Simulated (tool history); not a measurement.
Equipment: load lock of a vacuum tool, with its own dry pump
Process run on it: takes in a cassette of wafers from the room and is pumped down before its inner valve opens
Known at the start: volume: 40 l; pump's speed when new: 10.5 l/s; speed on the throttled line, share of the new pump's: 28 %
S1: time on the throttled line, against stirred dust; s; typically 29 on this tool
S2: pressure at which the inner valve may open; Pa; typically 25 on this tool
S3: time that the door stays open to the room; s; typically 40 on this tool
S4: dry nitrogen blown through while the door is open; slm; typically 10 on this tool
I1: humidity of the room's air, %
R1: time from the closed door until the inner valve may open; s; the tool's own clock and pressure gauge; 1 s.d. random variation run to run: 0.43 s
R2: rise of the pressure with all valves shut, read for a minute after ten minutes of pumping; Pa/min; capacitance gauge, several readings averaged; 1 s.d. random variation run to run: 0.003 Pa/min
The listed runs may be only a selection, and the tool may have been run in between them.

Run 1, hour 0.0: usual settings; I1 43.8. Result: R1 52.6 s, R2 0.027 Pa/min.
At hour 62.1: door's seal changed, seat wiped.
Run 2, hour 149.9: usual settings but S3 129 s; I1 47.2. Result: R1 52.6 s, R2 0.054 Pa/min.
Run 3, hour 292.1: usual settings but S3 129 s; I1 44.7. Result: R1 51.4 s, R2 0.048 Pa/min.
Run 4, hour 528.2: usual settings but S4 25 slm; I1 45.8. Result: R1 52.3 s, R2 0.013 Pa/min.
Run 5, hour 743.3: usual settings but S3 189 s, S4 25 slm; I1 43.8. Result: R1 52.3 s, R2 0.044 Pa/min.
Run 6, hour 913.5: usual settings but S3 72 s; I1 47.6. Result: R1 52.8 s, R2 0.035 Pa/min.
Run 7, hour 1110.0: usual settings but S3 77 s; I1 45.2. Result: R1 52.4 s, R2 0.038 Pa/min.
Run 8, hour 1262.7: usual settings but S3 77 s; I1 48.0. Result: R1 52.8 s, R2 0.034 Pa/min.
Run 9, hour 1501.3: usual settings but S2 35 Pa; I1 40.7. Result: R1 51.2 s, R2 0.027 Pa/min.
Run 10, hour 1681.5: usual settings but S2 35 Pa; I1 44.8. Result: R1 51.3 s, R2 0.026 Pa/min.
Run 11, hour 1936.3: usual settings but S2 35 Pa; I1 46.7. Result: R1 51.7 s, R2 0.026 Pa/min.
Run 12, hour 2174.9: usual settings but S2 28 Pa; I1 41.8. Result: R1 52.2 s, R2 0.025 Pa/min.
Run 13, hour 2464.1: usual settings; I1 42.4. Result: R1 52.7 s, R2 0.025 Pa/min.
Run 14, hour 2754.0: usual settings; I1 44.8. Result: R1 52.3 s, R2 0.023 Pa/min.
Run 15, hour 3059.9: usual settings; I1 45.6. Result: R1 53.2 s, R2 0.024 Pa/min.
Run 16, hour 3271.6: usual settings; I1 44.9. Result: R1 52.8 s, R2 0.024 Pa/min.
Run 17, hour 3485.6: usual settings; I1 48.1. Result: R1 52.4 s, R2 0.031 Pa/min.
Run 18, hour 3797.3: usual settings but S4 43 slm; I1 48.7. Result: R1 52.1 s, R2 0.014 Pa/min.
Run 19, hour 4070.5: usual settings but S3 118 s, S4 8 slm; I1 46.2. Result: R1 52.5 s, R2 0.049 Pa/min.
Run 20, hour 4293.7: usual settings but S1 38 s, S2 35 Pa, S3 118 s, S4 6 slm; I1 42.2. Result: R1 58.0 s, R2 0.054 Pa/min.
Run 21, hour 4539.0: usual settings but S1 38 s, S2 35 Pa, S3 118 s, S4 6 slm; I1 47.5. Result: R1 58.4 s, R2 0.056 Pa/min.
Run 22, hour 4854.9: usual settings but S1 38 s, S2 35 Pa, S3 118 s, S4 6 slm; I1 43.7. Result: R1 58.4 s, R2 0.050 Pa/min.
Run 23, hour 5161.3: usual settings but S1 17 s, S2 18 Pa, S3 118 s, S4 6 slm; I1 47.0. Result: R1 45.9 s, R2 0.053 Pa/min.
Run 24, hour 5466.4: usual settings but S1 24 s, S3 147 s, S4 21 slm; I1 45.7. Result: R1 49.7 s, R2 0.037 Pa/min.
Run 25, hour 5602.3: usual settings but S1 23 s, S4 6 slm; I1 44.1. Result: R1 48.9 s, R2 0.027 Pa/min.
Run 26, hour 5732.3: usual settings but S3 109 s; I1 44.1. Result: R1 52.0 s, R2 0.046 Pa/min.

Estimate the outcome of run 27 from the log above:
Run 27, hour 5939.3: usual settings but S3 138 s; I1 44.8. Result: R1 ?, R2 ?.

Run 27 yielded R1 52.0 s, R2 0.052 Pa/min.
Were there no unlogged condition in the tool, this run, its random variation unchanged, would have produced R1 52.0 s, R2 0.051 Pa/min.
